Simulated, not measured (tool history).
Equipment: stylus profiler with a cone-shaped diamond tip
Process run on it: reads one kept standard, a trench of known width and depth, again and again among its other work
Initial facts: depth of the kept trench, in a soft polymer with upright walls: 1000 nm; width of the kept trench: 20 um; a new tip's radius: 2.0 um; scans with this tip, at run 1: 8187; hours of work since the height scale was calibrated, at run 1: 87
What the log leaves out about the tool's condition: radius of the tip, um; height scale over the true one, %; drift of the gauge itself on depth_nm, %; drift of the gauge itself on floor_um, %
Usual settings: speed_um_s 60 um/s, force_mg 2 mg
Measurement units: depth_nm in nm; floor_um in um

| run | day | speed_um_s | force_mg | scans with this tip | hours of work since the height scale was calibrated | depth_nm | floor_um |
|---|---|---|---|---|---|---|---|
| 1 | 0 | 60 | 2 | 8187 | 87 | 1007.77 | 15.43 |
| 2 | 1.7 | 60 | 2 | 8361 | 108 | 1007.35 | 15.41 |
| 3 | 3.792 | 60 | 2 | 8574 | 133 | 1007.74 | 15.37 |
| 4 | 5.996 | 60 | 1.41 | 8798 | 160 | 1005.98 | 15.35 |
| 5 | 8.133 | 60 | 2 | 9017 | 186 | 1008 | 15.39 |
| 6 | 10.238 | 60 | 2 | 9231 | 211 | 1007.74 | 15.31 |
| 7 | 11.733 | 36 | 2 | 9384 | 229 | 1007.91 | 15.41 |
| 8 | 12.712 | 36 | 2 | 9484 | 241 | 1007.97 | 15.43 |
| 9 | 14.938 | 36 | 2 | 9710 | 268 | 1007.73 | 15.36 |
| 10 | 17.242 | 36 | 2 | 9946 | 296 | 1007.96 | 15.35 |
| 11 | 19.067 | 36 | 2 | 10132 | 318 | 1007.96 | 15.33 |
| 12 | 20.133 | 36 | 1.93 | 10241 | 331 | 1007.78 | 15.32 |
| 13 | 21.925 | 60 | 3.53 | 10423 | 353 | 1011.91 | 15.22 |
| 14 | 23.725 | 60 | 3.53 | 10607 | 374 | 1011.58 | 15.26 |
| 15 | 25.875 | 60 | 3.53 | 10826 | 400 | 1011.76 | 15.21 |
| 16 | 27.133 | 60 | 2 | 10954 | 416 | 1008.01 | 15.19 |
| 17 | 28.625 | 60 | 2 | 11107 | 434 | 1008.25 | 15.18 |
| 18 | 30.242 | 60 | 2 | 11272 | 453 | 1008.26 | 15.15 |
| 19 | 32.296 | 60 | 2 | 11481 | 478 | 1008.43 | 15.11 |
| 20 | 34.042 | 60 | 2 | 11659 | 499 | 1008.45 | 15.15 |
| 21 | 35.212 | 60 | 2 | 11778 | 514 | 1008.44 | 15.16 |
| 22 | 37.446 | 60 | 2 | 12006 | 541 | 1008.26 | 15.09 |
| 23 | 38.825 | 143 | 2 | 12147 | 557 | 1008.54 | 14.81 |
| 24 | 41.104 | 44 | 2.86 | 12380 | 585 | 1010.81 | 15.13 |
| 25 | 42.838 | 48 | 4.38 | 12556 | 606 | 1013.62 | 15.18 |
| 26 | 44.025 | 158 | 2.7 | 12677 | 620 | 1010.19 | 14.73 |
| 27 | 45.017 | 81 | 2.7 | 12779 | 632 | 1010.21 | 14.98 |
| 28 | 47.296 | 24 | 2.17 | 13011 | 660 | 1008.77 | 15.14 |
| 29 | 49.433 | 29 | 0.71 | 13229 | 686 | 1005.31 | 14.99 |
| 30 | 50.762 | 29 | 0.71 | 13365 | 702 | 1005.19 | 14.99 |
| 31 | 52.017 | 75 | 0.78 | 13492 | 717 | 1005.46 | 14.71 |
| 32 | 53.704 | 117 | 0.78 | 13665 | 738 | 1005.5 | 14.47 |
| 33 | 55.133 | 103 | 0.72 | 13810 | 755 | 1005.22 | 14.54 |
| 34 | 56.762 | 103 | 0.72 | 13976 | 775 | 1005.58 | 14.53 |
| 35 | 58.45 | 62 | 1.02 | 14148 | 795 | 1006.45 | 14.82 |
| 36 | 59.492 | 37 | 1.35 | 14255 | 808 | 1007.2 | 14.99 |
| 37 | 61.838 | 55 | 1.65 | 14494 | 836 | 1008.33 | 14.88 |
|  | 62.029 | height scale calibrated on a step standard |
| 38 | 64.138 | 100 | 1.58 | 14726 | 26 | 1006.66 | 14.65 |
| 39 | 65.708 | 100 | 2.97 | 14886 | 45 | 1010.11 | 14.74 |
| 40 | 67.379 | 100 | 0.73 | 15057 | 65 | 1004.27 | 14.39 |
| 41 | 69.029 | 100 | 0.73 | 15225 | 85 | 1004.63 | 14.43 |
| 42 | 70.342 | 100 | 0.73 | 15359 | 101 | 1004.31 | 14.4 |
| 43 | 71.662 | 100 | 0.73 | 15494 | 117 | 1004.68 | 14.39 |
| 44 | 73.65 | 31 | 4.23 | 15697 | 141 | 1012.87 | 14.93 |
| 45 | 75.429 | 46 | 1.11 | 15878 | 162 | 1005.84 | 14.78 |

Some steps in depth_nm between neighbouring runs. How much of each would the tool show without its hidden state too (settings, what came in, random variation), and how much is left for the hidden state, with any gauge scatter that isn't in both results?
Run 4 -> 5: force_mg 1.41 -> 2. depth_nm +2.02 nm: hidden state +0.06, all else +1.96.
Run 36 -> 37: speed_um_s 37 -> 55, force_mg 1.35 -> 1.65. depth_nm +1.13 nm: hidden state +0.07, all else +1.06.
Run 37 -> 38: speed_um_s 55 -> 100, force_mg 1.65 -> 1.58, height scale calibrated on a step standard. depth_nm -1.67 nm: hidden state -1.28, all else -0.39.
Run 39 -> 40: force_mg 2.97 -> 0.73. depth_nm -5.84 nm: hidden state +0.04, all else -5.88.
Run 43 -> 44: speed_um_s 100 -> 31, force_mg 0.73 -> 4.23. depth_nm +8.19 nm: hidden state +0.06, all else +8.13.
Run 44 -> 45: speed_um_s 31 -> 46, force_mg 4.23 -> 1.11. depth_nm -7.03 nm: hidden state +0.04, all else -7.07.
